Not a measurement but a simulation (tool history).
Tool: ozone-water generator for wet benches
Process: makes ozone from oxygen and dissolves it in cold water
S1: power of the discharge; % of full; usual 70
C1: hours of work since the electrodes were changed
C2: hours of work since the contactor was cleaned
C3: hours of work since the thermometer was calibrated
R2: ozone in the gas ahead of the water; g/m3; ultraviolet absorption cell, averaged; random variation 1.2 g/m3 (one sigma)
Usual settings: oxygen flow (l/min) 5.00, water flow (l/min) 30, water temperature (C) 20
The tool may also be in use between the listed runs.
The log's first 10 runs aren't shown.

{"run": 11, "day": 8.975, "S1": 70, "oxygen flow (l/min)": 5.0, "water flow (l/min)": 30, "water temperature (C)": 20, "C1": 440, "C2": 4851, "C3": 1979, "dissolved ozone (ppm)": 16.3, "R2": 209.5}
{"run": 12, "day": 9.762, "S1": 70, "oxygen flow (l/min)": 5.0, "water flow (l/min)": 30, "water temperature (C)": 20, "C1": 452, "C2": 4863, "C3": 1991, "dissolved ozone (ppm)": 16.1, "R2": 208.8}
{"run": 13, "day": 10.267, "S1": 70, "oxygen flow (l/min)": 5.0, "water flow (l/min)": 30, "water temperature (C)": 20, "C1": 460, "C2": 4870, "C3": 1999, "dissolved ozone (ppm)": 16.1, "R2": 209.3}
{"run": 14, "day": 11.054, "S1": 70, "oxygen flow (l/min)": 5.0, "water flow (l/min)": 30, "water temperature (C)": 20, "C1": 472, "C2": 4882, "C3": 2011, "dissolved ozone (ppm)": 16.3, "R2": 209.8}
{"run": 15, "day": 11.85, "S1": 70, "oxygen flow (l/min)": 5.0, "water flow (l/min)": 30, "water temperature (C)": 20, "C1": 484, "C2": 4894, "C3": 2023, "dissolved ozone (ppm)": 15.9, "R2": 210.0}
{"run": 16, "day": 12.7, "S1": 70, "oxygen flow (l/min)": 5.0, "water flow (l/min)": 30, "water temperature (C)": 20, "C1": 497, "C2": 4907, "C3": 2036, "dissolved ozone (ppm)": 16.2, "R2": 211.2}
{"run": 17, "day": 13.221, "S1": 61, "oxygen flow (l/min)": 5.0, "water flow (l/min)": 40, "water temperature (C)": 27, "C1": 505, "C2": 4915, "C3": 2044, "dissolved ozone (ppm)": 10.8, "R2": 194.4}
{"run": 18, "day": 14.0, "S1": 61, "oxygen flow (l/min)": 5.0, "water flow (l/min)": 40, "water temperature (C)": 27, "C1": 517, "C2": 4927, "C3": 2056, "dissolved ozone (ppm)": 11.2, "R2": 195.5}
{"run": 19, "day": 15.125, "S1": 61, "oxygen flow (l/min)": 5.0, "water flow (l/min)": 40, "water temperature (C)": 27, "C1": 534, "C2": 4944, "C3": 2073, "dissolved ozone (ppm)": 11.0, "R2": 194.8}
{"run": 20, "day": 15.725, "S1": 66, "oxygen flow (l/min)": 5.0, "water flow (l/min)": 29, "water temperature (C)": 22, "C1": 543, "C2": 4953, "C3": 2082, "dissolved ozone (ppm)": 15.4, "R2": 201.7}
{"run": 21, "day": 16.812, "S1": 54, "oxygen flow (l/min)": 5.0, "water flow (l/min)": 30, "water temperature (C)": 20, "C1": 560, "C2": 4970, "C3": 2099, "dissolved ozone (ppm)": 14.2, "R2": 182.1}
{"run": 22, "day": 17.904, "S1": 54, "oxygen flow (l/min)": 5.0, "water flow (l/min)": 30, "water temperature (C)": 20, "C1": 576, "C2": 4987, "C3": 2115, "dissolved ozone (ppm)": 13.9, "R2": 181.5}
{"run": 23, "day": 18.817, "S1": 70, "oxygen flow (l/min)": 3.47, "water flow (l/min)": 29, "water temperature (C)": 21, "C1": 590, "C2": 5000, "C3": 2129, "dissolved ozone (ppm)": 16.6, "R2": 269.3}
{"run": 24, "day": 19.608, "S1": 90, "oxygen flow (l/min)": 5.02, "water flow (l/min)": 31, "water temperature (C)": 20, "C1": 602, "C2": 5012, "C3": 2141, "dissolved ozone (ppm)": 17.6, "R2": 237.1}
{"run": 25, "day": 20.129, "S1": 47, "oxygen flow (l/min)": 5.0, "water flow (l/min)": 30, "water temperature (C)": 15, "C1": 610, "C2": 5020, "C3": 2149, "dissolved ozone (ppm)": 13.5, "R2": 168.8}
{"run": 26, "day": 21.388, "S1": 75, "oxygen flow (l/min)": 6.04, "water flow (l/min)": 32, "water temperature (C)": 14, "C1": 629, "C2": 5040, "C3": 2168, "dissolved ozone (ppm)": 16.6, "R2": 192.0}
{"run": 27, "day": 22.429, "S1": 75, "oxygen flow (l/min)": 6.04, "water flow (l/min)": 32, "water temperature (C)": 14, "C1": 645, "C2": 5055, "C3": 2184, "dissolved ozone (ppm)": 16.9, "R2": 192.3}

The next listed run, before its measurement:
{"run": 28, "day": 22.946, "S1": 75, "oxygen flow (l/min)": 5.0, "water flow (l/min)": 28, "water temperature (C)": 20, "C1": 653, "C2": 5063, "C3": 2192, "dissolved ozone (ppm)": "?", "R2": "?"}

{"run 28": {"dissolved ozone (ppm)": 17.6, "R2": 215.5}}
Without the tool's hidden state the same run would have given dissolved ozone (ppm) 18.3, R2 218.3 g/m3.
